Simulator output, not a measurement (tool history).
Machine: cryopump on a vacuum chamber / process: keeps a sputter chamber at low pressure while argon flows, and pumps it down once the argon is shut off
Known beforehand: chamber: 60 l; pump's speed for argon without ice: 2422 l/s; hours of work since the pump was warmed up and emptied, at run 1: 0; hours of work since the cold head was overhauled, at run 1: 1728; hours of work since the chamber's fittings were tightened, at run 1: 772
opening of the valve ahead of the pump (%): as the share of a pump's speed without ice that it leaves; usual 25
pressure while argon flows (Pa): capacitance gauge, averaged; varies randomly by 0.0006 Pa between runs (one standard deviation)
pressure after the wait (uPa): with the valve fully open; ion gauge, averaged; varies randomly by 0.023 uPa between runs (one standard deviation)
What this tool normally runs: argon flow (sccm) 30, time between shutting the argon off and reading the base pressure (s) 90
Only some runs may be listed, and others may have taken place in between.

| run | day | argon flow (sccm) | time between shutting the argon off and reading the base pressure (s) | opening of the valve ahead of the pump (%) | hours of work since the pump was warmed up and emptied | hours of work since the cold head was overhauled | hours of work since the chamber's fittings were tightened | pressure while argon flows (Pa) | pressure after the wait (uPa) |
|---|---|---|---|---|---|---|---|---|---|
| 1 | 0 | 30 | 90 | 25 | 0 | 1728 | 772 | 0.0839 | 1.67 |
| 2 | 2.254 | 30 | 90 | 25 | 43 | 1770 | 815 | 0.0848 | 1.75 |
| 3 | 3.888 | 30 | 90 | 25 | 74 | 1802 | 846 | 0.0857 | 1.84 |
| 4 | 6.617 | 30 | 126 | 25 | 126 | 1853 | 898 | 0.0865 | 1.74 |
| 5 | 9.512 | 30 | 126 | 25 | 181 | 1909 | 953 | 0.0859 | 1.84 |
| 6 | 12.242 | 18 | 126 | 25 | 233 | 1961 | 1005 | 0.0529 | 1.97 |
| 7 | 13.967 | 25 | 21 | 48 | 266 | 1993 | 1038 | 0.0385 | 4.27 |
| 8 | 15.629 | 25 | 21 | 48 | 297 | 2025 | 1070 | 0.0395 | 4.33 |
|  | 18.938 | leaking fittings of the chamber tightened, without venting |
| 9 | 19.267 | 25 | 21 | 48 | 365 | 2093 | 6 | 0.0398 | 2.91 |
| 10 | 21.271 | 25 | 21 | 48 | 403 | 2131 | 44 | 0.0425 | 2.99 |
| 11 | 22.933 | 25 | 21 | 48 | 435 | 2163 | 76 | 0.042 | 3.01 |
| 12 | 24.692 | 25 | 21 | 48 | 468 | 2196 | 110 | 0.0418 | 3.07 |

Per-run results on a tool with no hidden state, each run keeping its own random variation:
What the log doesn't record here: pump's speed, % of a pump's without ice; cold plate's temperature, K; leak into the chamber, uPa l/s; drift of the gauge itself on working_pa, %; drift of the gauge itself on base_upa, %.
| run | pressure while argon flows (Pa) | pressure after the wait (uPa) |
|---|---|---|
| 1 | 0.0835 | 0.73 |
| 2 | 0.0838 | 0.75 |
| 3 | 0.0844 | 0.78 |
| 4 | 0.0846 | 0.56 |
| 5 | 0.0833 | 0.59 |
| 6 | 0.0509 | 0.59 |
| 7 | 0.0354 | 2.82 |
| 8 | 0.0358 | 2.8 |
| 9 | 0.0352 | 2.86 |
| 10 | 0.0374 | 2.88 |
| 11 | 0.0363 | 2.86 |
| 12 | 0.0357 | 2.86 |
